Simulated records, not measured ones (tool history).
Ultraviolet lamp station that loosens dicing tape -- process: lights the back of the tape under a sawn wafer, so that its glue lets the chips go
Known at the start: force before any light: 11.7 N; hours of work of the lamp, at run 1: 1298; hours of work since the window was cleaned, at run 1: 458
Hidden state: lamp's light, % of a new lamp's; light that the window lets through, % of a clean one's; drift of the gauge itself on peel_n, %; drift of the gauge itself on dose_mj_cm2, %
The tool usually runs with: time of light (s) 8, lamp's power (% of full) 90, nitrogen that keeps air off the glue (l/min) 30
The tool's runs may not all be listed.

run    hour  time of light (s)  lamp's power (% of full)  nitrogen that keeps air off the glue (l/min)  hours of work of the lamp  hours of work since the window was cleaned  force that peels the tape off (N)  light that reached the tape (J/m2)
  1     0.0                  8                        90                                            30                       1298                                         458                              1.066                                4560
  2    57.9                  8                        90                                            30                       1328                                         488                              1.095                                4490
  3    94.1                  8                        90                                             9                       1346                                         507                              2.409                                4410
  4   170.3                  5                        90                                            30                       1386                                         547                              2.527                                2770
  5   239.6                  8                        90                                            30                       1422                                         583                              1.198                                4370
  6   281.2                  8                        90                                            30                       1443                                         604                              1.215                                4290
  7   332.2                  8                        90                                            30                       1470                                         631                              1.201                                4240
      349.0  -- window cleaned of glue's vapour
  8   404.8                  8                        90                                            30                       1507                                          29                              1.294                                4080
  9   460.7                  8                        91                                            30                       1536                                          58                              1.315                                4140
 10   496.3                  8                        64                                            30                       1555                                          76                              2.413                                2860
      512.4  -- window cleaned of glue's vapour, once more
 11   528.3                  6                        64                                            30                       1571                                           8                              3.254                                2290
 12   581.7                  6                        64                                            30                       1599                                          36                              3.317                                2300
 13   637.4                  8                        69                                            30                       1628                                          65                              1.967                                3220
 14   713.6                  9                        90                                            30                       1667                                         104                              1.011                                4630
 15   765.4                 10                        90                                            30                       1694                                         131                              0.836                                5130
 16   834.4                  8                        90                                            30                       1730                                         167                              1.338                                4090
 17   883.6                  8                        90                                            51                       1755                                         192                              0.990                                4030
      946.8  -- lamp changed
 18   951.6                  5                        86                                            57                          2                                         227                              1.059                                3850
 19  1025.3                  4                        90                                            21                         41                                         265                              2.447                                3210
 20  1085.3                 10                        65                                            16                         72                                         296                              1.038                                5750
 21  1152.5                  8                        96                                            30                        107                                         331                              0.478                                6680
 22  1192.1                 11                        90                                            30                        127                                         352                              0.318                                8620
 23  1268.9                 11                        75                                            57                        167                                         392                              0.321                                7000
 24  1342.1                  8                        90                                            11                        205                                         430                              1.229                                6120
 25  1379.5                 12                        80                                            59                        224                                         449                              0.274                                8080
 26  1451.1                  5                        67                                            15                        261                                         486                              3.416                                2740
 27  1484.4                  8                        81                                            30                        279                                         503                              0.755                                5330
 28  1540.6                 15                        81                                            30                        308                                         532                              0.267                                9940
 29  1609.4                  5                        95                                            35                        343                                         568                              1.326                                3860
 30  1678.0                  5                        95                                            35                        379                                         604                              1.353                                3810
 31  1723.1                  5                        95                                            35                        402                                         627                              1.378                                3780
     1747.5  -- window cleaned of glue's vapour
 32  1786.3                  5                        95                                            35                        435                                          20                              1.328                                3880
 33  1852.5                  5                        95                                            35                        469                                          54                              1.360                                3810
 34  1910.4                  4                        63                                            12                        499                                          84                              5.251                                2040

Per-run results on a tool with no hidden state, each run keeping its own random variation:
run  force that peels the tape off (N)  light that reached the tape (J/m2)
  1                              0.481                                6660
  2                              0.477                                6640
  3                              1.195                                6590
  4                              1.251                                4190
  5                              0.491                                6690
  6                              0.483                                6640
  7                              0.471                                6640
  8                              0.476                                6620
  9                              0.471                                6780
 10                              0.975                                4730
 11                              1.712                                3530
 12                              1.725                                3560
 13                              0.818                                5080
 14                              0.389                                7390
 15                              0.334                                8280
 16                              0.472                                6710
 17                              0.353                                6690
 18                              0.994                                3970
 19                              2.298                                3340
 20                              0.934                                6050
 21                              0.425                                7100
 22                              0.294                                9220
 23                              0.291                                7580
 24                              1.022                                6700
 25                              0.256                                8900
 26                              2.989                                3060
 27                              0.592                                5970
 28                              0.248                               11240
 29                              1.015                                4400
 30                              1.017                                4400
 31                              1.019                                4400
 32                              1.041                                4380
 33                              1.046                                4350
 34                              4.651                                2340

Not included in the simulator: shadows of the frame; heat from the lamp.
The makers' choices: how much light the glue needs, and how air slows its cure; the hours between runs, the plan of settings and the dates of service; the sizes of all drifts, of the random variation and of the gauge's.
